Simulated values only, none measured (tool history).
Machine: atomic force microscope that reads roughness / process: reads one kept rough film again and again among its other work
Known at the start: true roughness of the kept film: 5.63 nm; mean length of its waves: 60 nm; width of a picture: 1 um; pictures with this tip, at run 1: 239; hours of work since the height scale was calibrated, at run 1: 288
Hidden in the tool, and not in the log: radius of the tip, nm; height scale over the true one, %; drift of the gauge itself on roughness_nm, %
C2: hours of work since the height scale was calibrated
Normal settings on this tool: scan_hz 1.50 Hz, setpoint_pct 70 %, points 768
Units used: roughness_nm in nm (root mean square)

run 1 day=0.000 | scan_hz=1.50 setpoint_pct=70 points=768 | pictures_with_this_tip=239 C2=288 | roughness_nm=4.475
-- day=0.188 new tip fitted
run 2 day=0.704 | scan_hz=1.50 setpoint_pct=70 points=365 | pictures_with_this_tip=30 C2=299 | roughness_nm=4.966
run 3 day=1.217 | scan_hz=1.50 setpoint_pct=70 points=365 | pictures_with_this_tip=60 C2=308 | roughness_nm=4.875
run 4 day=1.579 | scan_hz=1.50 setpoint_pct=70 points=365 | pictures_with_this_tip=81 C2=315 | roughness_nm=4.860
run 5 day=2.229 | scan_hz=1.50 setpoint_pct=70 points=365 | pictures_with_this_tip=119 C2=326 | roughness_nm=4.772
run 6 day=2.925 | scan_hz=1.50 setpoint_pct=70 points=365 | pictures_with_this_tip=159 C2=338 | roughness_nm=4.681
run 7 day=3.571 | scan_hz=0.84 setpoint_pct=70 points=768 | pictures_with_this_tip=197 C2=349 | roughness_nm=4.784
run 8 day=4.079 | scan_hz=1.50 setpoint_pct=70 points=758 | pictures_with_this_tip=227 C2=358 | roughness_nm=4.538
-- day=4.454 new tip fitted
run 9 day=4.829 | scan_hz=1.50 setpoint_pct=70 points=758 | pictures_with_this_tip=22 C2=371 | roughness_nm=5.027
run 10 day=5.583 | scan_hz=1.50 setpoint_pct=70 points=468 | pictures_with_this_tip=66 C2=384 | roughness_nm=4.880
run 11 day=6.079 | scan_hz=1.78 setpoint_pct=70 points=468 | pictures_with_this_tip=95 C2=392 | roughness_nm=4.724
run 12 day=6.550 | scan_hz=1.78 setpoint_pct=70 points=468 | pictures_with_this_tip=122 C2=401 | roughness_nm=4.695
run 13 day=7.138 | scan_hz=1.78 setpoint_pct=70 points=1008 | pictures_with_this_tip=157 C2=411 | roughness_nm=4.617
run 14 day=7.642 | scan_hz=1.50 setpoint_pct=70 points=774 | pictures_with_this_tip=186 C2=420 | roughness_nm=4.612
run 15 day=8.367 | scan_hz=3.60 setpoint_pct=65 points=831 | pictures_with_this_tip=228 C2=432 | roughness_nm=4.286
-- day=8.700 new tip fitted
run 16 day=9.038 | scan_hz=3.36 setpoint_pct=65 points=831 | pictures_with_this_tip=19 C2=443 | roughness_nm=4.757
run 17 day=9.638 | scan_hz=3.36 setpoint_pct=79 points=280 | pictures_with_this_tip=54 C2=454 | roughness_nm=4.094
run 18 day=10.192 | scan_hz=1.27 setpoint_pct=85 points=739 | pictures_with_this_tip=87 C2=463 | roughness_nm=4.566
run 19 day=10.729 | scan_hz=0.75 setpoint_pct=77 points=656 | pictures_with_this_tip=118 C2=473 | roughness_nm=4.843
run 20 day=11.279 | scan_hz=0.75 setpoint_pct=77 points=656 | pictures_with_this_tip=150 C2=482 | roughness_nm=4.835
run 21 day=11.908 | scan_hz=0.75 setpoint_pct=77 points=656 | pictures_with_this_tip=187 C2=493 | roughness_nm=4.756
run 22 day=12.621 | scan_hz=3.11 setpoint_pct=70 points=883 | pictures_with_this_tip=228 C2=506 | roughness_nm=4.231
-- day=13.004 new tip fitted
run 23 day=13.158 | scan_hz=3.11 setpoint_pct=70 points=883 | pictures_with_this_tip=8 C2=515 | roughness_nm=4.669
run 24 day=13.729 | scan_hz=0.54 setpoint_pct=57 points=390 | pictures_with_this_tip=42 C2=524 | roughness_nm=5.295
run 25 day=14.429 | scan_hz=1.05 setpoint_pct=78 points=934 | pictures_with_this_tip=83 C2=537 | roughness_nm=4.844
run 26 day=14.833 | scan_hz=2.41 setpoint_pct=80 points=768 | pictures_with_this_tip=106 C2=544 | roughness_nm=4.254
run 27 day=15.421 | scan_hz=2.41 setpoint_pct=80 points=768 | pictures_with_this_tip=140 C2=554 | roughness_nm=4.153
run 28 day=16.104 | scan_hz=2.41 setpoint_pct=80 points=299 | pictures_with_this_tip=180 C2=566 | roughness_nm=4.090

Predict each of these 5 candidate next runs independently; none follows another, all start after run 28:
run A day=16.488 | scan_hz=0.64 setpoint_pct=67 points=267 | pictures_with_this_tip=203 C2=572 | roughness_nm=?
run B day=16.488 | scan_hz=0.79 setpoint_pct=67 points=340 | pictures_with_this_tip=203 C2=572 | roughness_nm=?
run C day=16.488 | scan_hz=0.54 setpoint_pct=80 points=299 | pictures_with_this_tip=203 C2=572 | roughness_nm=?
run D day=16.488 | scan_hz=2.41 setpoint_pct=70 points=696 | pictures_with_this_tip=203 C2=572 | roughness_nm=?
run E day=16.488 | scan_hz=1.17 setpoint_pct=70 points=768 | pictures_with_this_tip=203 C2=572 | roughness_nm=?

run=A roughness_nm=4.835
run=B roughness_nm=4.799
run=C roughness_nm=4.744
run=D roughness_nm=4.406
run=E roughness_nm=4.705
What these runs would have given with no unlogged condition in the tool:
run=A roughness_nm=5.284
run=B roughness_nm=5.244
run=C roughness_nm=5.183
run=D roughness_nm=4.815
run=E roughness_nm=5.141
